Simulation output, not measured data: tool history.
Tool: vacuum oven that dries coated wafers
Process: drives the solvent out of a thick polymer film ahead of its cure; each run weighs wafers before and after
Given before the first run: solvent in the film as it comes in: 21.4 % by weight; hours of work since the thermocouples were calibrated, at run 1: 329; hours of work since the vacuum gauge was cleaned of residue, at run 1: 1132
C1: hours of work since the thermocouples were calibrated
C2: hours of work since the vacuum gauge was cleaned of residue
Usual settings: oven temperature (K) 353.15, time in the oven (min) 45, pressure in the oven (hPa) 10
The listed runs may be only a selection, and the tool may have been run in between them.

run 1 hour=0 | oven_temperature_(K)=353.15 time_in_the_oven_(min)=45 pressure_in_the_oven_(hPa)=10 | C1=329 C2=1132 | solvent_left_in_the_film_(%)=4.49
run 2 hour=74.4 | oven_temperature_(K)=353.15 time_in_the_oven_(min)=45 pressure_in_the_oven_(hPa)=10 | C1=388 C2=1190 | solvent_left_in_the_film_(%)=4.53
run 3 hour=137.5 | oven_temperature_(K)=353.15 time_in_the_oven_(min)=23 pressure_in_the_oven_(hPa)=10 | C1=438 C2=1240 | solvent_left_in_the_film_(%)=8.54
run 4 hour=203.2 | oven_temperature_(K)=353.15 time_in_the_oven_(min)=45 pressure_in_the_oven_(hPa)=10 | C1=489 C2=1292 | solvent_left_in_the_film_(%)=4.44
-- hour=210.3 vacuum gauge cleaned of residue and calibrated
run 5 hour=264.2 | oven_temperature_(K)=353.15 time_in_the_oven_(min)=45 pressure_in_the_oven_(hPa)=10 | C1=536 C2=42 | solvent_left_in_the_film_(%)=4.55
run 6 hour=341.8 | oven_temperature_(K)=363.15 time_in_the_oven_(min)=45 pressure_in_the_oven_(hPa)=10 | C1=597 C2=103 | solvent_left_in_the_film_(%)=1.55
-- hour=427.1 oven's thermocouples calibrated
run 7 hour=427.1 | oven_temperature_(K)=353.15 time_in_the_oven_(min)=45 pressure_in_the_oven_(hPa)=10.5 | C1=0 C2=169 | solvent_left_in_the_film_(%)=4.58
run 8 hour=475 | oven_temperature_(K)=353.15 time_in_the_oven_(min)=45 pressure_in_the_oven_(hPa)=27.4 | C1=38 C2=207 | solvent_left_in_the_film_(%)=5.04
run 9 hour=553.2 | oven_temperature_(K)=353.15 time_in_the_oven_(min)=45 pressure_in_the_oven_(hPa)=16.8 | C1=99 C2=268 | solvent_left_in_the_film_(%)=4.78
run 10 hour=592.6 | oven_temperature_(K)=353.15 time_in_the_oven_(min)=45 pressure_in_the_oven_(hPa)=10 | C1=130 C2=299 | solvent_left_in_the_film_(%)=4.55
run 11 hour=646 | oven_temperature_(K)=353.15 time_in_the_oven_(min)=35 pressure_in_the_oven_(hPa)=21.9 | C1=172 C2=341 | solvent_left_in_the_film_(%)=6.19
run 12 hour=709.3 | oven_temperature_(K)=353.15 time_in_the_oven_(min)=35 pressure_in_the_oven_(hPa)=21.9 | C1=222 C2=391 | solvent_left_in_the_film_(%)=6.31
run 13 hour=758.1 | oven_temperature_(K)=353.15 time_in_the_oven_(min)=35 pressure_in_the_oven_(hPa)=21.9 | C1=261 C2=430 | solvent_left_in_the_film_(%)=6.38
run 14 hour=829.5 | oven_temperature_(K)=356.15 time_in_the_oven_(min)=62 pressure_in_the_oven_(hPa)=18.8 | C1=317 C2=486 | solvent_left_in_the_film_(%)=2.26

Forecast each of these 3 alternatives for the next run:
run A hour=867.2 | oven_temperature_(K)=367.15 time_in_the_oven_(min)=26 pressure_in_the_oven_(hPa)=10.6 | C1=346 C2=515 | solvent_left_in_the_film_(%)=?
run B hour=867.2 | oven_temperature_(K)=348.15 time_in_the_oven_(min)=45 pressure_in_the_oven_(hPa)=10 | C1=346 C2=515 | solvent_left_in_the_film_(%)=?
run C hour=867.2 | oven_temperature_(K)=352.15 time_in_the_oven_(min)=45 pressure_in_the_oven_(hPa)=6.8 | C1=346 C2=515 | solvent_left_in_the_film_(%)=?

run=A solvent_left_in_the_film_(%)=2.99
run=B solvent_left_in_the_film_(%)=6.52
run=C solvent_left_in_the_film_(%)=4.72
Had the tool no hidden state, the same runs would have come out as:
run=A solvent_left_in_the_film_(%)=2.95
run=B solvent_left_in_the_film_(%)=6.46
run=C solvent_left_in_the_film_(%)=4.67
